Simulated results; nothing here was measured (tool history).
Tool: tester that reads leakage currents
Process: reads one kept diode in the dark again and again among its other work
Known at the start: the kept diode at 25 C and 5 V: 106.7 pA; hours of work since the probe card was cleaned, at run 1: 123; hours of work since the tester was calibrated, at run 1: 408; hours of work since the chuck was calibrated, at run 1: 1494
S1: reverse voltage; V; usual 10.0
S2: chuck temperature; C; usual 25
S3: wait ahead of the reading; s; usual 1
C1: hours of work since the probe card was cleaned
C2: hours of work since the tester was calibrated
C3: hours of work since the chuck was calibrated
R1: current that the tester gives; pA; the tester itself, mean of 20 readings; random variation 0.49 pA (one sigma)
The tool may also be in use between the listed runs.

run	day	S1	S2	S3	C1	C2	C3	R1
1	0.000	10.0	25	1	123	408	1494	171.22
2	1.892	10.0	25	1	151	437	1523	170.93
3	4.533	10.0	25	1	192	477	1563	170.24
4	5.854	2.2	25	1	212	497	1583	70.85
5	8.217	2.2	25	1	247	533	1619	71.02
6	9.962	2.2	25	1	274	560	1645	70.88
7	11.192	2.2	25	1	293	578	1664	70.86
8	13.517	2.2	25	1	328	614	1699	70.85

Run 9 comes next. What will it give?
9	16.258	14.2	43	1	370	655	1741	?

R1: 951.48 pA
Without the tool's hidden state the same run would have given R1 896.90 pA.
